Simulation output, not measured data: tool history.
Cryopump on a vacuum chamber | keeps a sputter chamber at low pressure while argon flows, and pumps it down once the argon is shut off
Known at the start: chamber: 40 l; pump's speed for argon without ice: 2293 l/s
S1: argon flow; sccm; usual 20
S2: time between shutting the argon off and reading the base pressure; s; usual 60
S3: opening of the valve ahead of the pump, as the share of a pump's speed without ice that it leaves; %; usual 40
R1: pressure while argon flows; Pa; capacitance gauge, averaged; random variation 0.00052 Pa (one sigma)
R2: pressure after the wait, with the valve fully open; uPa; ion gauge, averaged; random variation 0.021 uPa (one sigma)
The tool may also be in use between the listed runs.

run 1 hour=0.0 | S1=20 S2=60 S3=40 | R1=0.0392 R2=0.79
run 2 hour=57.8 | S1=20 S2=60 S3=40 | R1=0.0398 R2=0.88
run 3 hour=115.0 | S1=20 S2=60 S3=40 | R1=0.0398 R2=0.90
run 4 hour=193.2 | S1=20 S2=60 S3=40 | R1=0.0406 R2=0.94
run 5 hour=266.6 | S1=35 S2=60 S3=40 | R1=0.0713 R2=0.99
run 6 hour=334.8 | S1=14 S2=60 S3=40 | R1=0.0292 R2=1.06
run 7 hour=395.5 | S1=36 S2=60 S3=40 | R1=0.0761 R2=1.07
-- hour=443.5 pump warmed up, emptied and cooled again
run 8 hour=463.2 | S1=20 S2=60 S3=40 | R1=0.0366 R2=0.93
run 9 hour=528.6 | S1=20 S2=60 S3=40 | R1=0.0373 R2=0.93
run 10 hour=570.5 | S1=20 S2=60 S3=40 | R1=0.0377 R2=0.94
run 11 hour=614.9 | S1=20 S2=60 S3=23 | R1=0.0646 R2=1.04
run 12 hour=652.6 | S1=20 S2=60 S3=23 | R1=0.0651 R2=0.99
run 13 hour=691.1 | S1=20 S2=60 S3=23 | R1=0.0656 R2=1.05
run 14 hour=724.3 | S1=20 S2=60 S3=40 | R1=0.0382 R2=1.03
run 15 hour=805.2 | S1=20 S2=24 S3=40 | R1=0.0388 R2=1.56
run 16 hour=859.0 | S1=20 S2=24 S3=40 | R1=0.0400 R2=1.53
run 17 hour=936.5 | S1=20 S2=24 S3=40 | R1=0.0404 R2=1.62
run 18 hour=992.2 | S1=20 S2=24 S3=40 | R1=0.0401 R2=1.65
run 19 hour=1038.0 | S1=10 S2=27 S3=28 | R1=0.0285 R2=1.62
run 20 hour=1071.6 | S1=10 S2=27 S3=28 | R1=0.0277 R2=1.62
run 21 hour=1153.1 | S1=20 S2=278 S3=40 | R1=0.0420 R2=1.19
run 22 hour=1189.3 | S1=20 S2=278 S3=40 | R1=0.0412 R2=1.26
run 23 hour=1262.0 | S1=20 S2=278 S3=40 | R1=0.0429 R2=1.31
run 24 hour=1336.2 | S1=39 S2=44 S3=16 | R1=0.1926 R2=1.73
-- hour=1347.1 pump warmed up, emptied and cooled again
run 25 hour=1380.2 | S1=39 S2=125 S3=40 | R1=0.0725 R2=1.12
run 26 hour=1461.6 | S1=23 S2=204 S3=20 | R1=0.0852 R2=1.11
run 27 hour=1522.4 | S1=29 S2=45 S3=19 | R1=0.1149 R2=1.43
run 28 hour=1567.4 | S1=20 S2=60 S3=50 | R1=0.0310 R2=1.38
run 29 hour=1610.4 | S1=20 S2=125 S3=23 | R1=0.0665 R2=1.24
run 30 hour=1677.5 | S1=11 S2=278 S3=54 | R1=0.0159 R2=1.28
run 31 hour=1728.5 | S1=39 S2=58 S3=55 | R1=0.0576 R2=1.49
run 32 hour=1802.5 | S1=8 S2=60 S3=36 | R1=0.0168 R2=1.54
run 33 hour=1870.6 | S1=21 S2=29 S3=32 | R1=0.0523 R2=1.94

3 ways to go on from here, each from the tool as it stands after run 33. What would each give?
run A hour=1947.8 | S1=25 S2=21 S3=25 | R1=? R2=?
run B hour=1947.8 | S1=29 S2=29 S3=43 | R1=? R2=?
run C hour=1947.8 | S1=20 S2=38 S3=17 | R1=? R2=?

run=A R1=0.0792 R2=2.21
run=B R1=0.0563 R2=2.06
run=C R1=0.0913 R2=1.82
Without the tool's hidden state the same runs would have given:
run=A R1=0.0742 R2=0.90
run=B R1=0.0505 R2=0.73
run=C R1=0.0873 R2=0.55

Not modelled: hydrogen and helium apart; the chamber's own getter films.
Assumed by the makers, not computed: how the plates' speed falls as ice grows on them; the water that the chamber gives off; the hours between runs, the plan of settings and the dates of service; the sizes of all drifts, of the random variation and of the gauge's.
